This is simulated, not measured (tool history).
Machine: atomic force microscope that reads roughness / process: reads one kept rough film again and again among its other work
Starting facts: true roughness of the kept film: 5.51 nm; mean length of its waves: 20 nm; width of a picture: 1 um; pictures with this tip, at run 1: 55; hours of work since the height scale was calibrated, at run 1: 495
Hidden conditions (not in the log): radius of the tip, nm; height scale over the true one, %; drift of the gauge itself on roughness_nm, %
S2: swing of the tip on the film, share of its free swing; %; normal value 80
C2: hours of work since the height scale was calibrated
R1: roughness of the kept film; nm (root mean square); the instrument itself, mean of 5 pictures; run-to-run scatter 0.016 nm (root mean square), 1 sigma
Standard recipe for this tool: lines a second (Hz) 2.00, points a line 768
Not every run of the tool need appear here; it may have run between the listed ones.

run 1 hour=0.0 | lines_a_second_(Hz)=2.00 S2=80 points_a_line=768 | pictures_with_this_tip=55 C2=495 | R1=2.997
run 2 hour=24.7 | lines_a_second_(Hz)=2.00 S2=80 points_a_line=768 | pictures_with_this_tip=93 C2=513 | R1=2.663
run 3 hour=46.7 | lines_a_second_(Hz)=2.00 S2=76 points_a_line=768 | pictures_with_this_tip=126 C2=529 | R1=2.460
-- hour=63.5 new tip fitted
run 4 hour=83.1 | lines_a_second_(Hz)=2.00 S2=72 points_a_line=768 | pictures_with_this_tip=30 C2=555 | R1=3.465
run 5 hour=133.8 | lines_a_second_(Hz)=2.00 S2=80 points_a_line=768 | pictures_with_this_tip=107 C2=592 | R1=2.562
-- hour=161.0 new tip fitted
run 6 hour=164.4 | lines_a_second_(Hz)=2.00 S2=80 points_a_line=768 | pictures_with_this_tip=5 C2=614 | R1=3.715
run 7 hour=196.5 | lines_a_second_(Hz)=2.00 S2=80 points_a_line=768 | pictures_with_this_tip=54 C2=638 | R1=3.105
run 8 hour=235.2 | lines_a_second_(Hz)=2.00 S2=80 points_a_line=768 | pictures_with_this_tip=113 C2=666 | R1=2.533
-- hour=257.7 new tip fitted
run 9 hour=272.4 | lines_a_second_(Hz)=2.00 S2=80 points_a_line=768 | pictures_with_this_tip=23 C2=693 | R1=3.402
run 10 hour=303.7 | lines_a_second_(Hz)=2.00 S2=80 points_a_line=768 | pictures_with_this_tip=70 C2=716 | R1=2.872
run 11 hour=335.2 | lines_a_second_(Hz)=1.51 S2=80 points_a_line=768 | pictures_with_this_tip=118 C2=739 | R1=2.526
-- hour=353.1 new tip fitted
run 12 hour=380.4 | lines_a_second_(Hz)=1.51 S2=80 points_a_line=768 | pictures_with_this_tip=41 C2=772 | R1=3.260
run 13 hour=424.3 | lines_a_second_(Hz)=1.51 S2=80 points_a_line=768 | pictures_with_this_tip=108 C2=804 | R1=2.590
-- hour=450.4 new tip fitted
run 14 hour=463.5 | lines_a_second_(Hz)=3.34 S2=80 points_a_line=503 | pictures_with_this_tip=20 C2=832 | R1=3.247
run 15 hour=515.8 | lines_a_second_(Hz)=1.00 S2=80 points_a_line=371 | pictures_with_this_tip=100 C2=870 | R1=2.704
-- hour=546.6 new tip fitted
run 16 hour=561.8 | lines_a_second_(Hz)=1.37 S2=65 points_a_line=498 | pictures_with_this_tip=23 C2=903 | R1=3.709
run 17 hour=595.3 | lines_a_second_(Hz)=3.38 S2=67 points_a_line=569 | pictures_with_this_tip=74 C2=928 | R1=2.913
run 18 hour=632.5 | lines_a_second_(Hz)=2.79 S2=63 points_a_line=711 | pictures_with_this_tip=131 C2=955 | R1=2.522
-- hour=641.5 new tip fitted
run 19 hour=669.4 | lines_a_second_(Hz)=1.52 S2=80 points_a_line=448 | pictures_with_this_tip=42 C2=982 | R1=3.174
run 20 hour=708.3 | lines_a_second_(Hz)=1.89 S2=80 points_a_line=625 | pictures_with_this_tip=101 C2=1010 | R1=2.520
-- hour=737.7 new tip fitted
run 21 hour=759.4 | lines_a_second_(Hz)=2.25 S2=80 points_a_line=705 | pictures_with_this_tip=33 C2=1047 | R1=3.213
run 22 hour=802.6 | lines_a_second_(Hz)=0.59 S2=62 points_a_line=768 | pictures_with_this_tip=99 C2=1079 | R1=2.851
-- hour=832.4 new tip fitted
run 23 hour=836.7 | lines_a_second_(Hz)=1.16 S2=75 points_a_line=768 | pictures_with_this_tip=6 C2=1103 | R1=3.938
run 24 hour=888.3 | lines_a_second_(Hz)=1.16 S2=75 points_a_line=768 | pictures_with_this_tip=85 C2=1141 | R1=2.975
run 25 hour=915.2 | lines_a_second_(Hz)=1.16 S2=75 points_a_line=768 | pictures_with_this_tip=126 C2=1161 | R1=2.587
-- hour=929.7 new tip fitted
run 26 hour=949.6 | lines_a_second_(Hz)=0.70 S2=58 points_a_line=353 | pictures_with_this_tip=30 C2=1185 | R1=3.556

Below, each run's measurement less what the same run would have read without the hidden state. Both values contain the same run-to-run variation, but the gauge's scatter may not be the same in both:
run=1 R1=-0.848
run=2 R1=-1.174
run=3 R1=-1.479
run=4 R1=-0.536
run=5 R1=-1.302
run=6 R1=-0.107
run=7 R1=-0.753
run=8 R1=-1.292
run=9 R1=-0.437
run=10 R1=-0.965
run=11 R1=-1.412
run=12 R1=-0.714
run=13 R1=-1.355
run=14 R1=-0.322
run=15 R1=-1.323
run=16 R1=-0.398
run=17 R1=-0.998
run=18 R1=-1.504
run=19 R1=-0.758
run=20 R1=-1.309
run=21 R1=-0.590
run=22 R1=-1.428
run=23 R1=-0.129
run=24 R1=-1.132
run=25 R1=-1.498
run=26 R1=-0.661
